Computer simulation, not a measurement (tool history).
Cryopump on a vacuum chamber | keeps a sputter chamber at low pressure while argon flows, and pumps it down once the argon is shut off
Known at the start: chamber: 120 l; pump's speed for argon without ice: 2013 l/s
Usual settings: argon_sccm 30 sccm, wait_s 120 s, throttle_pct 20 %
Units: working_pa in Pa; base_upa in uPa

run   hour  argon_sccm  wait_s  throttle_pct  working_pa  base_upa
  1      0          30     120            20      0.1283      0.85
  2   32.5          30     120            30      0.0861       0.9
  3   49.8          12     120            20      0.0511       0.9
  4   70.4          12     120            20      0.0509      0.94
  5  107.3          30     120            20       0.127      0.93
  6    141          30     120            20      0.1287      0.98
  7  170.9          43     120            20      0.1827      1.01
  8  187.5          30     120            20      0.1285      1.03
  9  208.7          30     120            20      0.1287      1.05
 10  235.6          30     120            20      0.1303      1.03
 11  271.5          30     120            28       0.094      1.09
 12  307.7          30     120            28      0.0924      1.08
 13  325.4          30     120            19      0.1353       1.1
 14  354.8          30     120            20      0.1297      1.13
 15  382.2          30     120            20      0.1274      1.12
 16    408          30     120            20      0.1297      1.19
 17    444          30     120            34       0.078      1.18
 18  459.7          30     120            34      0.0772       1.2
 19  493.2          30     120            34      0.0767      1.19
 20    514          30     120            34      0.0784      1.25
 21  551.3          30     120            34      0.0777      1.26
 22  567.6          30     120            34      0.0775      1.28
 23  599.6          32      51            27      0.1032      1.67
 24  635.8          32      51            27       0.103      1.68
 25    662          24      51            15      0.1386      1.69
 26  693.6          13      29            25      0.0448      2.23
 27  710.7          31     120            52      0.0549      1.34
 28  730.1          20      27            20      0.0866       2.3
 29  753.2          16      20            20      0.0702      2.81
 30  780.9          16      20            20      0.0695       2.8
 31  805.2          16      20            20      0.0688      2.84
 32  821.6          54      20            18      0.2608      2.84
 33  843.2          41      52            37      0.0994      1.91

The same runs without the tool's hidden state, with the same run-to-run variation:
The hidden state here: pump's speed, % of a pump's without ice; cold plate's temperature, K; leak into the chamber, uPa l/s; drift of the gauge itself on working_pa, %; drift of the gauge itself on base_upa, %.
run  working_pa  base_upa
  1      0.1258      0.39
  2      0.0836      0.43
  3        0.05      0.41
  4      0.0498      0.44
  5      0.1243       0.4
  6      0.1259      0.43
  7      0.1785      0.44
  8      0.1256      0.45
  9      0.1257      0.45
 10      0.1273      0.42
 11      0.0909      0.45
 12      0.0892      0.42
 13      0.1321      0.43
 14      0.1263      0.44
 15       0.124       0.4
 16      0.1262      0.45
 17      0.0744       0.4
 18      0.0736      0.44
 19       0.073      0.42
 20      0.0747      0.44
 21      0.0739      0.42
 22      0.0736      0.44
 23       0.099      0.81
 24      0.0986      0.79
 25      0.1352      0.79
 26      0.0429      1.28
 27      0.0505       0.4
 28      0.0837      1.36
 29      0.0678      1.81
 30      0.0671      1.79
 31      0.0664       1.8
 32      0.2525      1.81
 33       0.093      0.84
